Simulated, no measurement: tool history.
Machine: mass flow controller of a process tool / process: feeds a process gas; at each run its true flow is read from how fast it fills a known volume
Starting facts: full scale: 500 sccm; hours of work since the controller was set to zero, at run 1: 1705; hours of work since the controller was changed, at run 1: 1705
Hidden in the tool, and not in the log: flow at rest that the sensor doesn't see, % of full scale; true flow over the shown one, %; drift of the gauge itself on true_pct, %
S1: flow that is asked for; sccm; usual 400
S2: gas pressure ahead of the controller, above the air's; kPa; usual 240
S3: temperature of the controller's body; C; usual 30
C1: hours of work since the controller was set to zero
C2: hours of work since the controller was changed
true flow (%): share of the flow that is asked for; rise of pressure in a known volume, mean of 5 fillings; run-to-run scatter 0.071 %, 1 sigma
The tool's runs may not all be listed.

Run 1, hour 0.0: usual settings; C1 1705; C2 1705. Result: true flow (%) 99.86.
Run 2, hour 200.7: usual settings but S2 230 kPa; C1 1859; C2 1859. Result: true flow (%) 99.58.
Run 3, hour 337.2: usual settings but S1 248 sccm; C1 1963; C2 1963. Result: true flow (%) 98.93.
Run 4, hour 513.4: usual settings; C1 2098; C2 2098. Result: true flow (%) 99.60.
Run 5, hour 713.3: usual settings but S3 21 C; C1 2251; C2 2251. Result: true flow (%) 98.61.
Run 6, hour 881.2: usual settings but S1 100 sccm; C1 2379; C2 2379. Result: true flow (%) 97.59.
Run 7, hour 1036.0: usual settings but S1 100 sccm; C1 2498; C2 2498. Result: true flow (%) 97.44.
Run 8, hour 1207.4: usual settings but S3 38 C; C1 2629; C2 2629. Result: true flow (%) 100.44.
Run 9, hour 1420.6: usual settings but S3 38 C; C1 2792; C2 2792. Result: true flow (%) 100.52.
Run 10, hour 1610.1: usual settings but S2 153 kPa, S3 38 C; C1 2937; C2 2937. Result: true flow (%) 100.10.
Run 11, hour 1807.8: usual settings but S2 162 kPa, S3 38 C; C1 3088; C2 3088. Result: true flow (%) 100.12.
Run 12, hour 1944.0: usual settings but S1 138 sccm, S2 273 kPa, S3 38 C; C1 3192; C2 3192. Result: true flow (%) 98.65.
Run 13, hour 2075.6: usual settings but S1 138 sccm, S2 228 kPa, S3 29 C; C1 3293; C2 3293. Result: true flow (%) 97.38.
Run 14, hour 2257.4: usual settings but S1 138 sccm, S2 194 kPa, S3 29 C; C1 3432; C2 3432. Result: true flow (%) 97.25.
Run 15, hour 2439.8: usual settings but S1 132 sccm, S2 246 kPa, S3 29 C; C1 3571; C2 3571. Result: true flow (%) 97.23.
Run 16, hour 2631.0: usual settings but S1 132 sccm, S2 246 kPa, S3 29 C; C1 3717; C2 3717. Result: true flow (%) 97.09.
Run 17, hour 2767.0: usual settings but S1 337 sccm; C1 3821; C2 3821. Result: true flow (%) 98.77.
Run 18, hour 2944.3: usual settings but S1 96 sccm, S2 197 kPa; C1 3957; C2 3957. Result: true flow (%) 96.27.

Per-run results on a tool with no hidden state, each run keeping its own random variation:
run  true flow (%)
  1         100.45
  2         100.22
  3          99.76
  4         100.31
  5          99.36
  6          99.32
  7          99.25
  8         101.29
  9         101.42
 10         101.04
 11         101.10
 12         100.45
 13          99.23
 14          99.17
 15          99.28
 16          99.22
 17         100.05
 18          99.10
